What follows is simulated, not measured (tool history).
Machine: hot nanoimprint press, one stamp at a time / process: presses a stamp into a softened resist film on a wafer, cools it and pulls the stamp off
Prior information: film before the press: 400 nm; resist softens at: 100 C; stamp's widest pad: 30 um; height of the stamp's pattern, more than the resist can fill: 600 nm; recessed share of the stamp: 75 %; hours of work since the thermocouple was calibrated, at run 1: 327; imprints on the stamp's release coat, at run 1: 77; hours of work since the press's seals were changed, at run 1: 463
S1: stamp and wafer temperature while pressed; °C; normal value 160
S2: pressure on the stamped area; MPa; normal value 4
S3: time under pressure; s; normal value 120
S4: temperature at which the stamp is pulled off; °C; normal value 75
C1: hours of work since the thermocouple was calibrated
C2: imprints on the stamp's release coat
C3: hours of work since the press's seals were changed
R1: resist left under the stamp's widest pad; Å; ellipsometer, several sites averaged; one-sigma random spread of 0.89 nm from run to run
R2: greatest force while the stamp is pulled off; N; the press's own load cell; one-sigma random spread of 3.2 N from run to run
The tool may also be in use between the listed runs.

run 1 day=0 | S1=160 S2=4 S3=120 S4=75 | C1=327 C2=77 C3=463 | R1=1771 R2=157
run 2 day=0.708 | S1=160 S2=4 S3=120 S4=75 | C1=336 C2=114 C3=472 | R1=1777 R2=156
run 3 day=1.388 | S1=160 S2=4 S3=120 S4=75 | C1=344 C2=148 C3=481 | R1=1770 R2=163
run 4 day=2.233 | S1=168 S2=4 S3=120 S4=75 | C1=355 C2=191 C3=492 | R1=1403 R2=164
run 5 day=3.117 | S1=168 S2=4 S3=120 S4=75 | C1=367 C2=236 C3=503 | R1=1394 R2=162
run 6 day=3.983 | S1=163 S2=4 S3=120 S4=75 | C1=378 C2=281 C3=515 | R1=1615 R2=164
run 7 day=4.608 | S1=160 S2=4.56 S3=120 S4=75 | C1=386 C2=312 C3=523 | R1=1655 R2=164
run 8 day=5.325 | S1=160 S2=4 S3=113 S4=75 | C1=395 C2=349 C3=532 | R1=1828 R2=171
run 9 day=5.996 | S1=160 S2=4 S3=120 S4=75 | C1=404 C2=383 C3=540 | R1=1770 R2=160
run 10 day=7.496 | S1=172 S2=4 S3=120 S4=75 | C1=423 C2=460 C3=560 | R1=1262 R2=176
run 11 day=8.888 | S1=172 S2=4 S3=120 S4=75 | C1=441 C2=531 C3=578 | R1=1257 R2=185
-- day=9.221 plate thermocouple calibrated
run 12 day=10.025 | S1=160 S2=3.12 S3=120 S4=75 | C1=10 C2=582 C3=591 | R1=1934 R2=179
run 13 day=11.496 | S1=160 S2=4 S3=120 S4=75 | C1=29 C2=658 C3=610 | R1=1715 R2=185
run 14 day=12.967 | S1=160 S2=4 S3=120 S4=75 | C1=48 C2=732 C3=628 | R1=1727 R2=197
run 15 day=14.054 | S1=151 S2=4 S3=120 S4=75 | C1=62 C2=788 C3=642 | R1=2250 R2=191
run 16 day=15.521 | S1=160 S2=4.28 S3=120 S4=75 | C1=81 C2=863 C3=661 | R1=1657 R2=188
run 17 day=17.017 | S1=160 S2=4.28 S3=120 S4=75 | C1=100 C2=939 C3=680 | R1=1675 R2=201
run 18 day=17.721 | S1=160 S2=4.28 S3=120 S4=62 | C1=109 C2=975 C3=690 | R1=1665 R2=213
run 19 day=19.133 | S1=160 S2=4.28 S3=120 S4=62 | C1=127 C2=1047 C3=708 | R1=1663 R2=219
run 20 day=20.204 | S1=160 S2=4 S3=63 S4=75 | C1=141 C2=1102 C3=721 | R1=2117 R2=206
run 21 day=21.454 | S1=172 S2=4 S3=202 S4=78 | C1=157 C2=1166 C3=738 | R1=1018 R2=207
-- day=22.667 press's hydraulic seals changed and the load cell set to zero
run 22 day=23.142 | S1=153 S2=4 S3=120 S4=75 | C1=175 C2=1235 C3=6 | R1=2117 R2=210
run 23 day=24.433 | S1=153 S2=4 S3=120 S4=75 | C1=191 C2=1300 C3=23 | R1=2125 R2=212
run 24 day=25.071 | S1=160 S2=4 S3=94 S4=75 | C1=199 C2=1333 C3=31 | R1=1857 R2=220
run 25 day=26.092 | S1=160 S2=4 S3=94 S4=75 | C1=212 C2=1385 C3=44 | R1=1852 R2=219
run 26 day=27.233 | S1=160 S2=4 S3=94 S4=75 | C1=227 C2=1443 C3=59 | R1=1868 R2=224
run 27 day=28.396 | S1=160 S2=3.4 S3=137 S4=66 | C1=242 C2=1503 C3=74 | R1=1808 R2=252
run 28 day=29.921 | S1=156 S2=4 S3=103 S4=75 | C1=262 C2=1580 C3=93 | R1=2049 R2=229
run 29 day=31.433 | S1=165 S2=4 S3=121 S4=61 | C1=281 C2=1658 C3=113 | R1=1503 R2=258

Predict the results of run 30:
run 30 day=32.483 | S1=171 S2=4 S3=120 S4=75 | C1=295 C2=1711 C3=126 | R1=? R2=?

Run 30 gave R1 1260 Å, R2 245 N.
The same run, on a tool lacking any hidden state, would have yielded R1 1207 Å, R2 159 N.

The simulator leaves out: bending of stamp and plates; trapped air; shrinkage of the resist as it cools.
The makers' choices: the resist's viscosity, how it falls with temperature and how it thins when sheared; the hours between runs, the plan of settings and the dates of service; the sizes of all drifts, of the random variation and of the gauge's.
